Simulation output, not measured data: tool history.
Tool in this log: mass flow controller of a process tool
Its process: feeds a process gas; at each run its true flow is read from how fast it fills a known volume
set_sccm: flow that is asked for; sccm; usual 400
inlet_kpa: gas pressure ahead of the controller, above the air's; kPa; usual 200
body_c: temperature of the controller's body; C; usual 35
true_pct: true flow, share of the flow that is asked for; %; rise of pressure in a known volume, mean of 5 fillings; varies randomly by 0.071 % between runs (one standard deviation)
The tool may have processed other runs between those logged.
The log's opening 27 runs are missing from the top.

run    hour  set_sccm  inlet_kpa  body_c  true_pct
 28  1680.6        68        209      24     98.04
 29    1721        78        258      25     97.83
 30  1773.1        78        258      25     97.77
 31  1837.4        78        258      25     97.83
 32    1879        78        217      31     98.11
 33  1918.2       118        276      31     98.11
 34  1998.4       195        204      39     99.07
 35  2074.7        93        221      31     98.06
 36  2112.5        76        232      35        98
 37    2176        76        232      35     97.98
 38  2234.4       400        162      26     99.36
 39  2283.6       153        266      37     98.34
 40  2374.4        66        266      37      97.7
 41  2444.3        69        204      30     97.72
 42    2526        69        204      30     97.47
 43  2603.1       103        273      35     97.78
 44  2668.9       218        226      24     98.06
 45  2741.8       400        200      29     99.12
 46  2833.6       147        267      39     98.11
 47  2896.5       147        267      39     98.02
 48  2943.8       166        200      27     98.02

3 ways to go on from here, each from the tool as it stands after run 48. What would each give?
  A  3000.2       290        152      36         ?
  B  3000.2       344        149      21         ?
  C  3000.2       166        200      40         ?

run  true_pct
  A     99.07
  B     98.89
  C     98.45
Stripped of hidden state, with their random variation kept, the same runs would have yielded:
run  true_pct
  A     99.94
  B     99.74
  C     99.45
